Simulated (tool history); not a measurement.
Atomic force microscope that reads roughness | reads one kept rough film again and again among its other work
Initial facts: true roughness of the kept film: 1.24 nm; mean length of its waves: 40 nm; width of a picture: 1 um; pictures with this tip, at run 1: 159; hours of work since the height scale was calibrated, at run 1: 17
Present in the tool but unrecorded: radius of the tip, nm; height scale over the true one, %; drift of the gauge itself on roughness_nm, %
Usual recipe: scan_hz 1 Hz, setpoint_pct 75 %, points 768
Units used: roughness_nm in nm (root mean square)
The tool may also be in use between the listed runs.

run,hour,scan_hz,setpoint_pct,points,pictures with this tip,hours of work since the height scale was calibrated,roughness_nm
1,0,1,75,768,159,17,1.093
2,15.6,1,75,768,180,24,1.083
3,30.1,1,75,768,199,31,1.084
4,42.5,1,75,768,215,37,1.084
5,58.2,1,75,768,236,45,1.077
6,67.9,1,75,768,249,50,1.077
7,77.8,1,75,296,263,55,1.052
# hour 80.4: new tip fitted
8,89.9,1,75,296,13,60,1.135
9,101.8,1,75,296,29,66,1.121
10,110.1,1,75,427,40,70,1.135
11,125.8,1,75,427,61,78,1.129
12,133.8,0.54,75,768,71,82,1.155
13,146.1,0.54,75,768,88,88,1.143
14,155.5,0.54,75,768,100,92,1.138
# hour 157.2: height scale calibrated on a step standard
15,165.8,0.54,75,768,113,4,1.15
16,177.3,0.54,75,768,128,10,1.133
# hour 181.4: height scale calibrated on a step standard, once more
17,186.5,0.54,75,768,139,3,1.133
18,198,0.65,75,768,154,8,1.116
19,212.3,1,60,768,173,15,1.127
20,225.9,1,60,768,192,22,1.125
21,241.8,1,59,768,213,30,1.12
22,254.8,1,75,762,230,36,1.088
23,269.4,1,75,752,250,43,1.079
# hour 282: new tip fitted
24,285.1,1,75,752,4,50,1.137
25,300.2,1,75,752,24,58,1.134
26,306.9,0.57,75,974,33,61,1.166
27,314.5,0.57,75,974,43,65,1.159
28,327.1,0.57,75,974,60,71,1.15
29,342.2,0.57,75,974,80,78,1.148
30,352.6,1.77,74,366,94,83,1.068
31,367.3,1.77,74,366,113,91,1.058
32,376.1,1.77,57,301,125,95,1.126
33,387.2,2.19,70,1019,140,100,1.059
34,400.5,0.59,73,768,158,107,1.131
35,413,0.59,73,768,174,113,1.115
36,424.8,0.96,77,698,190,119,1.078
37,435.9,0.96,77,698,205,124,1.076
38,449.1,3.07,77,476,222,130,0.943
39,459,1,71,768,236,135,1.093
40,473.4,1.16,76,410,255,142,1.053
41,480.6,1.16,76,410,264,146,1.056
# hour 482.3: new tip fitted
42,495,1.78,83,768,17,153,1.031
43,506.4,1.78,83,768,32,158,1.033
44,521.4,0.56,70,768,52,166,1.178
45,528.4,0.56,70,768,61,169,1.172
46,536.5,2.51,81,299,72,173,0.977
47,548.2,2.51,81,299,88,179,0.967
48,563.5,2.24,75,768,108,186,1.038
49,570.1,2.24,75,768,117,189,1.031
50,581.4,3.04,64,332,132,195,1.071

Per-run results on a tool with no hidden state, each run keeping its own random variation:
run,roughness_nm
1,1.138
2,1.134
3,1.14
4,1.145
5,1.142
6,1.146
7,1.124
8,1.137
9,1.128
10,1.144
11,1.144
12,1.174
13,1.167
14,1.165
15,1.18
16,1.167
17,1.174
18,1.16
19,1.177
20,1.18
21,1.18
22,1.151
23,1.146
24,1.137
25,1.14
26,1.175
27,1.171
28,1.168
29,1.171
30,1.093
31,1.088
32,1.161
33,1.096
34,1.176
35,1.164
36,1.131
37,1.133
38,0.996
39,1.159
40,1.122
41,1.128
42,1.032
43,1.038
44,1.189
45,1.185
46,0.991
47,0.985
48,1.062
49,1.057
50,1.102
